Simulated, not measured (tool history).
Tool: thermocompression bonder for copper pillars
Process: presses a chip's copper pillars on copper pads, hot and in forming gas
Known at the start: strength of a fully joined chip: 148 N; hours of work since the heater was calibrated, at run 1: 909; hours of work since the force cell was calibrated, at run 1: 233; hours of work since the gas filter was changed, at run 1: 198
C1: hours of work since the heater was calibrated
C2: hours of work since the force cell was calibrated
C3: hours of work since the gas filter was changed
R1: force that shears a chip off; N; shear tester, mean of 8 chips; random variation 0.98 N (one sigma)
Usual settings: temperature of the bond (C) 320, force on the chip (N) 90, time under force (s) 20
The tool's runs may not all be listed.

{"run": 1, "hour": 0.0, "temperature of the bond (C)": 320, "force on the chip (N)": 90, "time under force (s)": 20, "C1": 909, "C2": 233, "C3": 198, "R1": 81.7}
{"hour": 19.4, "done": "forming gas filter changed"}
{"run": 2, "hour": 47.6, "temperature of the bond (C)": 335, "force on the chip (N)": 90, "time under force (s)": 20, "C1": 932, "C2": 257, "C3": 14, "R1": 90.5}
{"run": 3, "hour": 77.9, "temperature of the bond (C)": 335, "force on the chip (N)": 90, "time under force (s)": 20, "C1": 947, "C2": 272, "C3": 29, "R1": 93.6}
{"run": 4, "hour": 104.7, "temperature of the bond (C)": 320, "force on the chip (N)": 90, "time under force (s)": 20, "C1": 961, "C2": 285, "C3": 43, "R1": 85.6}
{"run": 5, "hour": 125.3, "temperature of the bond (C)": 320, "force on the chip (N)": 90, "time under force (s)": 51, "C1": 971, "C2": 296, "C3": 53, "R1": 108.9}
{"run": 6, "hour": 149.8, "temperature of the bond (C)": 320, "force on the chip (N)": 90, "time under force (s)": 51, "C1": 983, "C2": 308, "C3": 65, "R1": 108.4}
{"run": 7, "hour": 184.3, "temperature of the bond (C)": 320, "force on the chip (N)": 90, "time under force (s)": 51, "C1": 1001, "C2": 325, "C3": 82, "R1": 108.2}
{"run": 8, "hour": 205.5, "temperature of the bond (C)": 320, "force on the chip (N)": 81, "time under force (s)": 20, "C1": 1011, "C2": 336, "C3": 93, "R1": 78.9}
{"run": 9, "hour": 243.3, "temperature of the bond (C)": 320, "force on the chip (N)": 90, "time under force (s)": 20, "C1": 1030, "C2": 354, "C3": 112, "R1": 83.7}
{"run": 10, "hour": 270.9, "temperature of the bond (C)": 320, "force on the chip (N)": 90, "time under force (s)": 20, "C1": 1044, "C2": 368, "C3": 126, "R1": 82.8}
{"run": 11, "hour": 316.6, "temperature of the bond (C)": 320, "force on the chip (N)": 90, "time under force (s)": 20, "C1": 1067, "C2": 391, "C3": 148, "R1": 82.7}
{"run": 12, "hour": 341.1, "temperature of the bond (C)": 320, "force on the chip (N)": 90, "time under force (s)": 20, "C1": 1079, "C2": 403, "C3": 161, "R1": 82.2}
{"run": 13, "hour": 363.1, "temperature of the bond (C)": 320, "force on the chip (N)": 90, "time under force (s)": 19, "C1": 1090, "C2": 414, "C3": 172, "R1": 83.5}
{"run": 14, "hour": 406.1, "temperature of the bond (C)": 320, "force on the chip (N)": 90, "time under force (s)": 19, "C1": 1111, "C2": 436, "C3": 193, "R1": 81}
{"hour": 434.4, "done": "forming gas filter changed"}
{"run": 15, "hour": 435.9, "temperature of the bond (C)": 327, "force on the chip (N)": 90, "time under force (s)": 20, "C1": 1126, "C2": 450, "C3": 1, "R1": 86.9}
{"run": 16, "hour": 463.0, "temperature of the bond (C)": 320, "force on the chip (N)": 90, "time under force (s)": 12, "C1": 1140, "C2": 464, "C3": 14, "R1": 71}
{"run": 17, "hour": 486.5, "temperature of the bond (C)": 320, "force on the chip (N)": 90, "time under force (s)": 12, "C1": 1151, "C2": 476, "C3": 26, "R1": 71.2}
{"run": 18, "hour": 519.0, "temperature of the bond (C)": 320, "force on the chip (N)": 90, "time under force (s)": 12, "C1": 1167, "C2": 492, "C3": 42, "R1": 72.1}
{"run": 19, "hour": 547.5, "temperature of the bond (C)": 320, "force on the chip (N)": 90, "time under force (s)": 12, "C1": 1182, "C2": 506, "C3": 56, "R1": 68.6}
{"run": 20, "hour": 573.5, "temperature of the bond (C)": 345, "force on the chip (N)": 77, "time under force (s)": 31, "C1": 1195, "C2": 519, "C3": 69, "R1": 98.4}
{"run": 21, "hour": 618.5, "temperature of the bond (C)": 345, "force on the chip (N)": 77, "time under force (s)": 31, "C1": 1217, "C2": 542, "C3": 92, "R1": 101.8}
{"run": 22, "hour": 640.7, "temperature of the bond (C)": 309, "force on the chip (N)": 90, "time under force (s)": 23, "C1": 1228, "C2": 553, "C3": 103, "R1": 81.5}
{"run": 23, "hour": 676.7, "temperature of the bond (C)": 309, "force on the chip (N)": 115, "time under force (s)": 33, "C1": 1246, "C2": 571, "C3": 121, "R1": 99.7}
{"run": 24, "hour": 712.8, "temperature of the bond (C)": 313, "force on the chip (N)": 131, "time under force (s)": 20, "C1": 1264, "C2": 589, "C3": 139, "R1": 96.7}
{"hour": 732.5, "done": "heater calibrated with a thermocouple chip"}
{"run": 25, "hour": 753.9, "temperature of the bond (C)": 313, "force on the chip (N)": 131, "time under force (s)": 20, "C1": 11, "C2": 608, "C3": 159, "R1": 97.5}
{"run": 26, "hour": 790.1, "temperature of the bond (C)": 313, "force on the chip (N)": 105, "time under force (s)": 18, "C1": 29, "C2": 626, "C3": 177, "R1": 85.3}
{"run": 27, "hour": 811.3, "temperature of the bond (C)": 315, "force on the chip (N)": 90, "time under force (s)": 20, "C1": 39, "C2": 637, "C3": 187, "R1": 80.7}
{"run": 28, "hour": 847.7, "temperature of the bond (C)": 338, "force on the chip (N)": 90, "time under force (s)": 21, "C1": 57, "C2": 655, "C3": 205, "R1": 93.9}

The next listed run, before its measurement:
{"hour": 852.5, "done": "forming gas filter changed"}
{"run": 29, "hour": 869.4, "temperature of the bond (C)": 318, "force on the chip (N)": 101, "time under force (s)": 10, "C1": 68, "C2": 666, "C3": 8, "R1": "?"}

R1: 70.3 N
Without the tool's hidden state the same run would have given R1 70.1 N.

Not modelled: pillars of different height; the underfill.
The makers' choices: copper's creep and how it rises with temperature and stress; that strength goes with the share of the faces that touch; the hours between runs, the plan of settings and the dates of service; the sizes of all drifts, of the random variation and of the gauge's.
